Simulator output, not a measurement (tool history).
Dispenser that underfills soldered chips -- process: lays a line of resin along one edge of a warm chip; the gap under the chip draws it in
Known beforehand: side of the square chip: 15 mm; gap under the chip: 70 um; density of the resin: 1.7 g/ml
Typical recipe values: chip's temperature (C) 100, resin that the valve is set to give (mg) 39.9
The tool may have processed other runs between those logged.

| run | hour | chip's temperature (C) | resin that the valve is set to give (mg) | time until the resin shows at the far edge (s) | resin that the valve gave (mg) |
|---|---|---|---|---|---|
| 1 | 0.0 | 100 | 39.9 | 236.8 | 39.17 |
| 2 | 4.8 | 100 | 39.9 | 279.1 | 38.82 |
|  | 8.3 | new syringe of resin |
| 3 | 10.8 | 100 | 39.9 | 216.1 | 38.97 |
| 4 | 13.3 | 114 | 39.9 | 141.4 | 38.83 |
| 5 | 18.2 | 114 | 39.9 | 162.6 | 38.98 |
| 6 | 20.8 | 114 | 49.9 | 173.1 | 48.57 |
|  | 22.9 | new syringe of resin |
| 7 | 24.2 | 114 | 49.9 | 123.8 | 48.56 |
| 8 | 27.7 | 114 | 49.9 | 139.2 | 48.43 |
| 9 | 33.7 | 114 | 35.4 | 177.6 | 34.25 |
|  | 37.4 | new syringe of resin |
| 10 | 39.0 | 114 | 35.4 | 129.6 | 34.36 |
| 11 | 41.9 | 114 | 35.4 | 143.5 | 34.30 |
| 12 | 46.6 | 85 | 39.9 | 464.3 | 38.51 |
|  | 52.2 | new syringe of resin |
| 13 | 52.8 | 85 | 39.9 | 359.0 | 38.52 |
| 14 | 56.1 | 95 | 39.9 | 268.0 | 38.41 |
| 15 | 61.8 | 95 | 39.9 | 313.5 | 38.48 |
| 16 | 64.3 | 108 | 39.9 | 213.0 | 38.57 |
|  | 66.5 | new syringe of resin |
| 17 | 68.5 | 108 | 39.9 | 159.0 | 38.34 |
| 18 | 72.7 | 108 | 39.9 | 177.1 | 38.47 |
| 19 | 77.8 | 94 | 39.9 | 344.4 | 38.24 |
| 20 | 80.2 | 94 | 39.9 | 364.1 | 38.27 |
|  | 81.1 | new syringe of resin |
| 21 | 84.2 | 94 | 39.9 | 265.8 | 38.30 |
| 22 | 89.3 | 100 | 47.0 | 239.2 | 44.98 |
| 23 | 94.1 | 100 | 47.0 | 283.0 | 44.89 |
|  | 95.5 | new syringe of resin |
| 24 | 100.5 | 100 | 35.2 | 229.1 | 33.67 |
| 25 | 105.1 | 104 | 48.0 | 218.3 | 45.47 |
| 26 | 107.8 | 100 | 45.6 | 275.1 | 43.34 |
|  | 109.9 | new syringe of resin |
| 27 | 114.1 | 100 | 45.6 | 219.4 | 43.24 |
| 28 | 117.5 | 105 | 48.3 | 200.9 | 45.89 |
| 29 | 121.9 | 88 | 49.7 | 427.6 | 47.33 |
|  | 124.6 | new syringe of resin |
| 30 | 128.1 | 96 | 38.4 | 252.3 | 36.37 |
| 31 | 131.3 | 89 | 42.5 | 353.3 | 40.23 |
|  | 133.4 | dispensing valve cleaned and set on the balance |
| 32 | 136.6 | 111 | 47.3 | 179.0 | 47.35 |
| 33 | 139.4 | 89 | 36.6 | 441.9 | 36.35 |
|  | 140.0 | new syringe of resin |
| 34 | 142.9 | 89 | 36.6 | 324.4 | 36.48 |
| 35 | 148.5 | 114 | 36.6 | 155.4 | 36.38 |

Below are 3 alternative next runs, each starting from the tool's condition after run 35. Predict each:
| A | 152.3 | 100 | 36.4 | ? | ? |
| B | 152.3 | 111 | 35.5 | ? | ? |
| C | 152.3 | 111 | 41.0 | ? | ? |

| run | time until the resin shows at the far edge (s) | resin that the valve gave (mg) |
|---|---|---|
| A | 286.7 | 36.22 |
| B | 193.3 | 35.31 |
| C | 188.4 | 40.88 |
What these runs would have given with no unlogged condition in the tool:
| run | time until the resin shows at the far edge (s) | resin that the valve gave (mg) |
|---|---|---|
| A | 202.0 | 36.40 |
| B | 136.1 | 35.49 |
| C | 132.6 | 41.08 |

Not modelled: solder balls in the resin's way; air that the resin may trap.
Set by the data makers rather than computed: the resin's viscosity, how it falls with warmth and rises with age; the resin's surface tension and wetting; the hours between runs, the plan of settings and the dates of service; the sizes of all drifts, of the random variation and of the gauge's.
